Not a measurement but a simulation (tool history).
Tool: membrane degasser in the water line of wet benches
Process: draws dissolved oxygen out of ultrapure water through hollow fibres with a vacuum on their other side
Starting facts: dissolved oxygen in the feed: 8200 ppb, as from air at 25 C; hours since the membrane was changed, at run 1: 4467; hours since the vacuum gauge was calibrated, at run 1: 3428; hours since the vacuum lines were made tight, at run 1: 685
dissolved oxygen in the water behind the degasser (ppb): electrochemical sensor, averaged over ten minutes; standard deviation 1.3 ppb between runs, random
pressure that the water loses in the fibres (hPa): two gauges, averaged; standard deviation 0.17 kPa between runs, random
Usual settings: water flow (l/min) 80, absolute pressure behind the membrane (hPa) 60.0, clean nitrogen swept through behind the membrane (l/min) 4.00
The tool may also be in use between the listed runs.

run,hour,water flow (l/min),absolute pressure behind the membrane (hPa),clean nitrogen swept through behind the membrane (l/min),hours since the membrane was changed,hours since the vacuum gauge was calibrated,hours since the vacuum lines were made tight,dissolved oxygen in the water behind the degasser (ppb),pressure that the water loses in the fibres (hPa)
1,0.0,80,60.0,4.00,4467,3428,685,126.8,261.5
2,72.3,80,39.5,4.00,4539,3500,757,36.4,262.9
3,159.2,80,60.0,4.00,4626,3587,844,123.2,263.5
4,288.8,80,60.0,4.00,4756,3717,974,128.3,260.0
5,361.2,80,60.0,4.00,4828,3789,1046,126.2,260.5
6,431.4,80,60.0,1.60,4898,3859,1116,263.6,262.7
7,504.4,80,60.0,1.60,4971,3932,1189,261.4,264.6
8,623.0,80,60.0,1.60,5090,4051,1308,266.6,263.4
9,696.3,57,60.0,4.00,5163,4124,1381,91.5,186.4
10,848.1,80,60.0,4.00,5315,4276,1533,125.2,261.8
11,956.9,80,60.0,4.54,5424,4385,1642,111.4,262.6
12,1067.4,80,60.0,4.00,5534,4495,1752,125.7,262.1
13,1206.1,80,60.0,4.00,5673,4634,1891,127.1,262.3
14,1294.2,54,145.5,2.92,5761,4722,1979,454.0,176.1
15,1373.3,119,40.9,2.92,5840,4801,2058,95.7,388.7

What does the tool deliver on the next run?
16,1491.0,56,132.3,3.90,5958,4919,2176,?,?

Run 16 produced dissolved oxygen in the water behind the degasser (ppb) 319.9, pressure that the water loses in the fibres (hPa) 182.7.
With the hidden condition absent and the run-to-run variation left alone, this run would have shown dissolved oxygen in the water behind the degasser (ppb) 319.8, pressure that the water loses in the fibres (hPa) 182.5.
